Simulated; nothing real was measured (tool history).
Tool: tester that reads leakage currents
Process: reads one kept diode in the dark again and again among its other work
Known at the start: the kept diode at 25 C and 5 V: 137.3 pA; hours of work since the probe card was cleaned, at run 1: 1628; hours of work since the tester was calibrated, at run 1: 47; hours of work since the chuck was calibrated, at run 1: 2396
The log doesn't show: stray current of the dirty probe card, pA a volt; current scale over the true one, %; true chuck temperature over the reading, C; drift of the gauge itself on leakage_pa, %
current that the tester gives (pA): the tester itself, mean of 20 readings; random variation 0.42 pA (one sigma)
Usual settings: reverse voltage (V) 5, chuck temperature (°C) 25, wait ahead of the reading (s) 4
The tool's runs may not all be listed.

run      day  reverse voltage (V)  chuck temperature (°C)  wait ahead of the reading (s)  hours of work since the probe card was cleaned  hours of work since the tester was calibrated  hours of work since the chuck was calibrated  current that the tester gives (pA)
  1        0                    5                      25                              4                                            1628                                             47                                          2396                              171.04
       2.092  -- chuck's temperature calibrated
  2    3.767                    5                      25                              4                                            1688                                            107                                            27                               139.4
  3      7.4                 1.32                      25                              4                                            1747                                            166                                            86                               85.07
  4   11.167                 1.32                      25                              4                                            1808                                            227                                           148                                85.4
  5   13.496                 1.32                      25                              4                                            1846                                            265                                           186                               85.14
  6   16.012                 1.32                      25                              4                                            1887                                            306                                           227                               85.77
  7   17.929                 1.32                      25                           9.38                                            1918                                            337                                           258                               86.15
  8   21.892                 1.32                      25                           9.38                                            1983                                            402                                           322                               86.45
  9   23.846                 1.32                      25                           9.38                                            2015                                            433                                           354                                86.3
 10   27.679                    5                      42                              4                                            2077                                            496                                           416                              643.05
 11   31.325                    5                      42                              4                                            2136                                            555                                           476                              644.73
 12   34.471                    5                      42                              4                                            2187                                            606                                           527                              645.35
 13   36.979                  2.8                      42                              4                                            2228                                            647                                           568                              521.67
 14   40.533                  2.8                      42                              4                                            2286                                            705                                           625                              526.88
 15   43.942                  2.8                      23                              4                                            2342                                            760                                           681                               98.07
 16   47.675                 1.79                      23                              4                                            2402                                            821                                           742                               83.35
 17   49.725                    5                      25                              4                                            2436                                            855                                           775                              149.56
 18   53.167                    5                      25                              4                                            2492                                            911                                           831                              149.02
 19   55.567                    5                      45                              4                                            2531                                            950                                           870                              850.95
 20   57.188                    5                      45                              4                                            2557                                            976                                           896                              852.69
 21   59.267                    5                      45                              4                                            2591                                           1010                                           930                              851.82
 22   62.771                 3.08                      25                              4                                            2648                                           1067                                           987                              125.24
 23   66.588                 3.78                      50                           2.17                                            2710                                           1129                                          1049                             1163.09
 24   69.946                 3.78                      50                           2.17                                            2765                                           1184                                          1104                             1167.83
 25   73.021                    5                      25                            0.6                                            2815                                           1234                                          1154                              155.01
 26   74.967                 2.13                      25                           3.64                                            2846                                           1265                                          1186                              110.84
 27   77.112                 2.13                      25                           3.64                                            2881                                           1300                                          1221                              110.87
 28   78.742                 2.54                      25                           2.32                                            2908                                           1327                                          1247                              118.63
 29   81.275                 2.54                      25                           2.32                                            2949                                           1368                                          1288                              120.23
 30   83.583                15.46                      25                           5.46                                            2987                                           1405                                          1326                              243.02
 31   85.438                    5                      42                           7.42                                            3017                                           1436                                          1356                              687.31
 32   88.538                    5                      42                           7.42                                            3067                                           1486                                          1407                              687.52
 33   91.154                 5.88                      35                           1.93                                            3110                                           1529                                          1449                              406.73
 34    93.05                 5.88                      35                           1.93                                            3141                                           1559                                          1480                              405.92
      93.583  -- probe card cleaned and baked
 35   96.883                 7.19                      59                           3.03                                              54                                           1620                                          1540                              3026.7
 36   99.275                  4.7                      27                           6.46                                              93                                           1659                                          1579                                 180
 37  102.792                 6.57                      28                           8.45                                             150                                           1716                                          1636                              225.01
 38  105.012                 6.57                      41                           4.43                                             186                                           1752                                          1673                              702.89
 39  108.429                 6.57                      41                           4.43                                             242                                           1808                                          1728                              709.74

Forecast each of these 5 alternatives for the next run:
  A  110.254                 4.78                      20                           1.22                                             271                                           1837                                          1758                                   ?
  B  110.254                    5                      28                              4                                             271                                           1837                                          1758                                   ?
  C  110.254                 2.05                      27                           0.87                                             271                                           1837                                          1758                                   ?
  D  110.254                 6.57                      41                           0.55                                             271                                           1837                                          1758                                   ?
  E  110.254                    5                      60                              4                                             271                                           1837                                          1758                                   ?

run  current that the tester gives (pA)
  A                               96.43
  B                              205.58
  C                              135.66
  D                              716.22
  E                             2914.77
Without the tool's hidden state the same runs would have given:
run  current that the tester gives (pA)
  A                               84.43
  B                              181.54
  C                              119.83
  D                              640.15
  E                             2640.59
